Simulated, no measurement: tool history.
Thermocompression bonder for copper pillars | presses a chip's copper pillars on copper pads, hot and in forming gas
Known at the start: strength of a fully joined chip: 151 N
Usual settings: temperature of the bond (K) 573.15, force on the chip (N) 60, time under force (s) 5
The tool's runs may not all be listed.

| run | day | temperature of the bond (K) | force on the chip (N) | time under force (s) | force that shears a chip off (N) |
|---|---|---|---|---|---|
| 1 | 0.000 | 573.15 | 60 | 5 | 52.1 |
| 2 | 0.346 | 573.15 | 60 | 5 | 53.6 |
| 3 | 0.975 | 573.15 | 60 | 5 | 51.4 |
| 4 | 1.408 | 573.15 | 84 | 5 | 64.5 |
| 5 | 1.933 | 545.15 | 84 | 5 | 42.9 |
| 6 | 2.475 | 545.15 | 84 | 5 | 41.8 |
| 7 | 3.100 | 545.15 | 84 | 5 | 42.0 |
| 8 | 3.671 | 545.15 | 84 | 8 | 50.6 |
| 9 | 4.096 | 573.15 | 60 | 5 | 50.7 |
| 10 | 4.471 | 573.15 | 60 | 5 | 50.5 |
| 11 | 5.017 | 573.15 | 60 | 5 | 49.9 |
| 12 | 5.392 | 573.15 | 60 | 5 | 50.6 |
| 13 | 5.796 | 573.15 | 60 | 7 | 56.1 |
| 14 | 6.121 | 573.15 | 60 | 7 | 57.5 |
| 15 | 6.788 | 573.15 | 60 | 7 | 57.0 |
| 16 | 7.458 | 573.15 | 60 | 5 | 49.7 |
| 17 | 7.850 | 573.15 | 60 | 5 | 49.8 |
| 18 | 8.188 | 556.15 | 60 | 5 | 38.2 |
|  | 8.400 | forming gas filter changed |
| 19 | 8.833 | 573.15 | 86 | 5 | 68.9 |
| 20 | 9.108 | 573.15 | 86 | 9 | 83.8 |
| 21 | 9.408 | 548.15 | 86 | 9 | 61.4 |
| 22 | 9.896 | 576.15 | 45 | 9 | 59.6 |
| 23 | 10.275 | 581.15 | 64 | 7 | 71.2 |
| 24 | 10.608 | 567.15 | 64 | 3 | 41.9 |
| 25 | 10.888 | 567.15 | 64 | 3 | 43.1 |
| 26 | 11.392 | 567.15 | 64 | 3 | 42.4 |
| 27 | 11.742 | 566.15 | 55 | 5 | 46.3 |
| 28 | 12.329 | 580.15 | 81 | 13 | 96.9 |
|  | 12.454 | force cell calibrated |
| 29 | 13.054 | 580.15 | 81 | 11 | 93.3 |
| 30 | 13.612 | 573.15 | 50 | 5 | 46.9 |
| 31 | 14.042 | 601.15 | 89 | 4 | 88.6 |
|  | 14.267 | force cell calibrated, once more |
| 32 | 14.379 | 563.15 | 51 | 5 | 41.1 |
| 33 | 14.871 | 563.15 | 51 | 5 | 40.5 |
| 34 | 15.388 | 563.15 | 51 | 5 | 40.8 |
| 35 | 15.892 | 563.15 | 51 | 5 | 41.3 |
| 36 | 16.288 | 563.15 | 51 | 5 | 41.3 |
| 37 | 16.783 | 563.15 | 37 | 5 | 31.9 |
| 38 | 17.271 | 578.15 | 40 | 3 | 35.1 |
| 39 | 17.804 | 578.15 | 40 | 3 | 34.8 |

Measured less the same run without the tool's hidden state. The same run-to-run variation is in both; the gauge's scatter may not be:
The hidden state here: true temperature of the bond over the reading, C; force that reaches the chip, % of what is set; oxide that the forming gas leaves, % of the face; drift of the gauge itself on shear_n, %.
| run | force that shears a chip off (N) |
|---|---|
| 1 | -1.9 |
| 2 | -2.0 |
| 3 | -2.2 |
| 4 | -3.0 |
| 5 | -1.9 |
| 6 | -2.0 |
| 7 | -2.2 |
| 8 | -2.8 |
| 9 | -3.2 |
| 10 | -3.3 |
| 11 | -3.4 |
| 12 | -3.7 |
| 13 | -4.3 |
| 14 | -4.5 |
| 15 | -4.7 |
| 16 | -4.3 |
| 17 | -4.4 |
| 18 | -3.3 |
| 19 | +1.4 |
| 20 | +1.4 |
| 21 | +1.4 |
| 22 | +1.0 |
| 23 | +0.8 |
| 24 | +0.7 |
| 25 | +0.6 |
| 26 | +0.5 |
| 27 | +0.5 |
| 28 | -0.6 |
| 29 | -1.1 |
| 30 | -0.2 |
| 31 | -1.7 |
| 32 | +0.1 |
| 33 | +0.1 |
| 34 | -0.1 |
| 35 | -0.2 |
| 36 | -0.4 |
| 37 | -0.3 |
| 38 | -0.5 |
| 39 | -0.6 |

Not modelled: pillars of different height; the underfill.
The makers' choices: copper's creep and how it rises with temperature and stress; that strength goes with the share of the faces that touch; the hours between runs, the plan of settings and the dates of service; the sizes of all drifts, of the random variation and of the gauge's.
